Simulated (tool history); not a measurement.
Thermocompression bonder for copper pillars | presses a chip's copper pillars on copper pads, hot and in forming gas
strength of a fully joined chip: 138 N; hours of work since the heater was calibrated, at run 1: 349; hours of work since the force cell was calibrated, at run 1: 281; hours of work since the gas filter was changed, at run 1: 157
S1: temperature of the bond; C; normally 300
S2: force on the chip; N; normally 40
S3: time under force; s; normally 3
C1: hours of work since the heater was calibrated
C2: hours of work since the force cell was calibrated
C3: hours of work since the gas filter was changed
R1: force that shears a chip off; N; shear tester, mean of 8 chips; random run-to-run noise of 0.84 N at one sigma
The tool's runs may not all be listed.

run,hour,S1,S2,S3,C1,C2,C3,R1
1,0,300,40,3,349,281,157,61.6
2,11.9,300,40,3,356,288,164,60.6
3,22.4,300,30,3,362,293,170,45.4
4,31,300,30,3,366,298,174,46.2
5,47.8,300,30,3,375,307,183,45.5
6,62.1,300,40,6,383,315,191,77
7,69.7,300,34,3,387,319,195,50.7
8,79.6,300,34,4,392,324,200,57.3
9,90.6,300,40,3,398,330,206,59
10,105,300,40,3,406,338,214,61
11,119.3,300,40,3,414,346,222,59
12,135.1,300,40,3,422,354,230,60.1
13,148.3,300,40,3,429,361,237,58.4
14,166.1,300,40,3,439,371,247,59.1
15,183.9,300,40,3,448,380,256,59.3
16,193.5,300,40,3,454,386,262,59.3
17,206.8,300,40,3,461,393,269,58.4
18,218.9,300,40,3,467,399,275,58.9
19,234.9,300,25,3,476,408,284,36.1
20,247.7,300,40,3,483,415,291,57.3
21,256.7,273,40,3,488,420,296,39.6
22,274.8,273,40,3,497,429,305,38.7
23,282.7,295,40,4,502,434,310,60.6
24,294.8,300,48,3,508,440,316,67.7
25,303.6,300,48,3,513,445,321,67.5
26,317.7,300,48,3,520,452,328,66.3
27,329.4,288,40,3,527,459,335,47.6
28,340.7,328,42,3,533,465,341,82.2
29,354.7,315,45,8,540,472,348,98.3
30,364.3,294,46,9,545,477,353,85.1
31,378.6,318,40,3,553,485,361,69.8
32,395.5,318,58,3,562,494,370,92.9
33,405.6,290,35,3,568,500,376,42.6
34,420.2,300,33,4,576,508,384,51.2
35,429.5,300,33,4,581,513,389,51.6
36,446.7,300,28,6,590,522,398,50.9
37,458.8,271,53,2,596,528,404,40.6
38,472.3,299,45,7,604,536,412,81.2
39,490.3,318,45,7,613,545,421,96.2

Table of differences, measured result less the result of that run with no hidden state. Run-to-run variation is the same in both. Gauge scatter possibly is not:
Hidden state present: true temperature of the bond over the reading, C; force that reaches the chip, % of what is set; oxide that the forming gas leaves, % of the face; drift of the gauge itself on shear_n, %.
run,R1
1,-6.7
2,-6.9
3,-5.7
4,-5.9
5,-6
6,-8.5
7,-6.9
8,-7.6
9,-7.6
10,-8.1
11,-8.2
12,-8.5
13,-8.4
14,-8.9
15,-9.1
16,-9.3
17,-9.5
18,-9.5
19,-6.8
20,-10
21,-8
22,-8.1
23,-10.8
24,-11.5
25,-11.6
26,-11.6
27,-9.9
28,-12.4
29,-12.6
30,-13.5
31,-12.6
32,-13.6
33,-9.9
34,-11.3
35,-11.6
36,-11.8
37,-10.5
38,-15.1
39,-14.8

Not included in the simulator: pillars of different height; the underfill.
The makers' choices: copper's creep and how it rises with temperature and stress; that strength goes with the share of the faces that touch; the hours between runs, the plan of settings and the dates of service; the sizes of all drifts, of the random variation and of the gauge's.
